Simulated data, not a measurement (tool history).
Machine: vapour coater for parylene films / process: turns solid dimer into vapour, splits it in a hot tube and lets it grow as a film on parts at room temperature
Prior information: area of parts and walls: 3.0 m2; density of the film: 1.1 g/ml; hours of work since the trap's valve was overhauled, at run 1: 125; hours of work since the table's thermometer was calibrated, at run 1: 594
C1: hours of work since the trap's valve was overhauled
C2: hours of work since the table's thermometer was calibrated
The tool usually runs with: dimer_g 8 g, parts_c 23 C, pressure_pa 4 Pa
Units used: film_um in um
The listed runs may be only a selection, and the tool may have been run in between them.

{"run": 1, "day": 0.0, "dimer_g": 8, "parts_c": 23, "pressure_pa": 4, "C1": 125, "C2": 594, "film_um": 1.82}
{"run": 2, "day": 2.662, "dimer_g": 8, "parts_c": 23, "pressure_pa": 4, "C1": 151, "C2": 620, "film_um": 1.88}
{"run": 3, "day": 3.95, "dimer_g": 8, "parts_c": 23, "pressure_pa": 4, "C1": 164, "C2": 633, "film_um": 1.83}
{"run": 4, "day": 6.542, "dimer_g": 8, "parts_c": 23, "pressure_pa": 4, "C1": 189, "C2": 658, "film_um": 1.81}
{"run": 5, "day": 8.8, "dimer_g": 8, "parts_c": 23, "pressure_pa": 4, "C1": 212, "C2": 680, "film_um": 1.79}
{"day": 9.112, "done": "trap's valve overhauled"}
{"run": 6, "day": 11.704, "dimer_g": 8, "parts_c": 23, "pressure_pa": 4, "C1": 25, "C2": 707, "film_um": 1.78}
{"run": 7, "day": 14.175, "dimer_g": 8, "parts_c": 23, "pressure_pa": 4, "C1": 50, "C2": 731, "film_um": 1.77}
{"run": 8, "day": 16.183, "dimer_g": 8, "parts_c": 23, "pressure_pa": 4, "C1": 69, "C2": 751, "film_um": 1.78}
{"run": 9, "day": 17.446, "dimer_g": 3, "parts_c": 23, "pressure_pa": 4, "C1": 82, "C2": 763, "film_um": 0.65}
{"run": 10, "day": 19.362, "dimer_g": 3, "parts_c": 23, "pressure_pa": 4, "C1": 100, "C2": 782, "film_um": 0.65}
{"run": 11, "day": 21.354, "dimer_g": 5, "parts_c": 29, "pressure_pa": 6.24, "C1": 120, "C2": 802, "film_um": 0.78}

What if the next run were any one of these 5? Each begins from the tool's condition after run 11:
{"day": 22.754, "done": "trap's valve overhauled, once more"}
{"run": "A", "day": 24.146, "dimer_g": 8, "parts_c": 28, "pressure_pa": 5, "C1": 14, "C2": 827, "film_um": "?"}
{"day": 22.754, "done": "trap's valve overhauled, once more"}
{"run": "B", "day": 24.146, "dimer_g": 8, "parts_c": 23, "pressure_pa": 5.2, "C1": 14, "C2": 827, "film_um": "?"}
{"day": 22.754, "done": "trap's valve overhauled, once more"}
{"run": "C", "day": 24.146, "dimer_g": 5, "parts_c": 25, "pressure_pa": 6.24, "C1": 14, "C2": 827, "film_um": "?"}
{"day": 22.754, "done": "trap's valve overhauled, once more"}
{"run": "D", "day": 24.146, "dimer_g": 5, "parts_c": 31, "pressure_pa": 6.24, "C1": 14, "C2": 827, "film_um": "?"}
{"day": 22.754, "done": "trap's valve overhauled, once more"}
{"run": "E", "day": 24.146, "dimer_g": 8, "parts_c": 21, "pressure_pa": 2.24, "C1": 14, "C2": 827, "film_um": "?"}

run=A film_um=1.54
run=B film_um=1.82
run=C film_um=1.02
run=D film_um=0.79
run=E film_um=2.31
With no hidden state in the tool, these same runs would have given:
run=A film_um=1.59
run=B film_um=1.87
run=C film_um=1.05
run=D film_um=0.82
run=E film_um=2.37
